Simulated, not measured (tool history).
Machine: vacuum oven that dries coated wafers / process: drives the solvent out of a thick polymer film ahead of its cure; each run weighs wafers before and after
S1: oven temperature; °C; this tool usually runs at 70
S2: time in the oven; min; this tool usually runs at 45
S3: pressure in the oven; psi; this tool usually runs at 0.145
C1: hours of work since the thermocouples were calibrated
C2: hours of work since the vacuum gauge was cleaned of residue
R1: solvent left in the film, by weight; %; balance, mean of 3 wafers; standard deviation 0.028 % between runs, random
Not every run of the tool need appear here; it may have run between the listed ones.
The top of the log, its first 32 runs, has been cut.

run    hour  S1  S2     S3   C1    C2    R1
 33  1557.3  57  45  0.145  353  1540  6.69
 34  1614.0  69  65  0.284  390  1577  1.59
 35  1659.9  64  59  0.112  420  1607  2.60
 36  1717.4  64  59  0.112  458  1644  2.58
 37  1770.5  64  59  0.112  492  1679  2.58
 38  1812.4  62  60  0.180  520  1706  3.39
 39  1856.2  62  60  0.180  548  1735  3.42
 40  1919.2  70  45  0.542  589  1776  3.11
     1978.1  -- vacuum gauge cleaned of residue and calibrated
 41  1989.3  61  34  0.229  634     7  6.94
 42  2036.0  66  34  0.229  664    38  4.91
 43  2099.6  66  34  0.318  706    79  5.20

3 options for the next run, each taken on its own from the tool as it stands now. Forecast them:
  A  2134.1  76  45  0.406  728  102   ?
  B  2134.1  58  69  0.196  728  102   ?
  C  2134.1  66  34  0.390  728  102   ?

run    R1
  A  1.48
  B  4.14
  C  5.42
Take away the tool's hidden state, keep each run's random variation, and the runs would have read:
run    R1
  A  1.49
  B  4.15
  C  5.44
